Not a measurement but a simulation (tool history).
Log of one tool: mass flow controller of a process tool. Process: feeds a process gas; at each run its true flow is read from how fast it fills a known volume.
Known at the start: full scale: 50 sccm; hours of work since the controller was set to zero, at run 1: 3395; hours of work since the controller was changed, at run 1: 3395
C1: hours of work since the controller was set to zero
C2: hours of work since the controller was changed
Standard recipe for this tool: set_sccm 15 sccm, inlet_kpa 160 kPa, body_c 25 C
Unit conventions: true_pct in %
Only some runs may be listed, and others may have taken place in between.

Run 1, hour 0: usual settings; C1 3395; C2 3395. Result: true_pct 98.82 %.
Run 2, hour 225: usual settings but set_sccm 38 sccm; C1 3503; C2 3503. Result: true_pct 99.48 %.
Run 3, hour 382.4: usual settings but set_sccm 38 sccm; C1 3578; C2 3578. Result: true_pct 99.55 %.
Run 4, hour 545.8: usual settings but set_sccm 38 sccm, inlet_kpa 176 kPa; C1 3656; C2 3656. Result: true_pct 99.7 %.
Run 5, hour 706.4: usual settings but set_sccm 38 sccm, inlet_kpa 176 kPa; C1 3733; C2 3733. Result: true_pct 99.63 %.
Run 6, hour 843.8: usual settings but set_sccm 14 sccm, inlet_kpa 176 kPa; C1 3799; C2 3799. Result: true_pct 99.09 %.
Run 7, hour 1020.4: usual settings but set_sccm 46 sccm; C1 3883; C2 3883. Result: true_pct 100 %.
Run 8, hour 1168.2: usual settings but set_sccm 46 sccm; C1 3954; C2 3954. Result: true_pct 100.14 %.
Run 9, hour 1285.3: usual settings but set_sccm 46 sccm; C1 4010; C2 4010. Result: true_pct 99.96 %.
Run 10, hour 1460.8: usual settings but set_sccm 6 sccm; C1 4094; C2 4094. Result: true_pct 98.91 %.
Run 11, hour 1569.5: usual settings but body_c 37 C; C1 4146; C2 4146. Result: true_pct 97.76 %.
Run 12, hour 1686: usual settings but set_sccm 16 sccm, body_c 37 C; C1 4202; C2 4202. Result: true_pct 97.71 %.
Run 13, hour 1868.3: usual settings but set_sccm 16 sccm, body_c 37 C; C1 4289; C2 4289. Result: true_pct 97.99 %.
At hour 2005.9: controller's zero set anew.
Run 14, hour 2026.2: usual settings but set_sccm 16 sccm, body_c 37 C; C1 10; C2 4364. Result: true_pct 98.04 %.
Run 15, hour 2278.1: usual settings but set_sccm 16 sccm, body_c 37 C; C1 130; C2 4485. Result: true_pct 97.97 %.
Run 16, hour 2511: usual settings but set_sccm 16 sccm, body_c 37 C; C1 242; C2 4596. Result: true_pct 98.1 %.
Run 17, hour 2698.7: usual settings but set_sccm 34 sccm, inlet_kpa 179 kPa; C1 331; C2 4686. Result: true_pct 100.01 %.
Run 18, hour 2905.6: usual settings but set_sccm 29 sccm, body_c 37 C; C1 430; C2 4785. Result: true_pct 98.45 %.
Run 19, hour 3124: usual settings but set_sccm 29 sccm, inlet_kpa 204 kPa, body_c 37 C; C1 535; C2 4889. Result: true_pct 98.79 %.
Run 20, hour 3347.1: usual settings but set_sccm 29 sccm, inlet_kpa 204 kPa, body_c 37 C; C1 641; C2 4996. Result: true_pct 98.77 %.
Run 21, hour 3495.9: usual settings but set_sccm 16 sccm, inlet_kpa 161 kPa, body_c 33 C; C1 713; C2 5067. Result: true_pct 98.79 %.
Run 22, hour 3714.3: usual settings but set_sccm 19 sccm, inlet_kpa 172 kPa, body_c 32 C; C1 817; C2 5172. Result: true_pct 99.08 %.
Run 23, hour 3825.1: usual settings but set_sccm 19 sccm, inlet_kpa 172 kPa, body_c 32 C; C1 870; C2 5225. Result: true_pct 99.09 %.
Run 24, hour 3987.4: usual settings but set_sccm 6 sccm, inlet_kpa 187 kPa, body_c 26 C; C1 948; C2 5302. Result: true_pct 99.45 %.
At hour 4018.4: gauge calibrated.
Run 25, hour 4150.7: usual settings but body_c 21 C; C1 1026; C2 5380. Result: true_pct 99.35 %.
Run 26, hour 4395.7: usual settings but set_sccm 25 sccm; C1 1143; C2 5498. Result: true_pct 99.16 %.
Run 27, hour 4645.9: usual settings but set_sccm 25 sccm; C1 1263; C2 5617. Result: true_pct 99.38 %.
Run 28, hour 4761.6: usual settings but inlet_kpa 174 kPa, body_c 24 C; C1 1318; C2 5673. Result: true_pct 99.16 %.
Run 29, hour 4970.1: usual settings but set_sccm 14 sccm, body_c 29 C; C1 1418; C2 5772. Result: true_pct 98.68 %.
Run 30, hour 5172: usual settings but body_c 35 C; C1 1514; C2 5869. Result: true_pct 97.9 %.
Run 31, hour 5380.7: usual settings but set_sccm 32 sccm, inlet_kpa 159 kPa, body_c 31 C; C1 1614; C2 5969. Result: true_pct 98.92 %.

The same runs without the tool's hidden state, with the same run-to-run variation:
Hidden state at play: flow at rest that the sensor doesn't see, % of full scale; true flow over the shown one, %; drift of the gauge itself on true_pct, %.
run  true_pct
  1     98.81
  2     99.42
  3     99.46
  4     99.57
  5     99.47
  6     98.88
  7     99.76
  8     99.87
  9     99.66
 10     98.54
 11     97.39
 12     97.31
 13     97.55
 14     97.59
 15     97.46
 16     97.53
 17     99.38
 18     97.79
 19     98.08
 20     98.01
 21     97.99
 22     98.23
 23     98.21
 24     98.53
 25     99.32
 26     99.07
 27     99.24
 28     98.99
 29     98.46
 30     97.63
 31     98.61
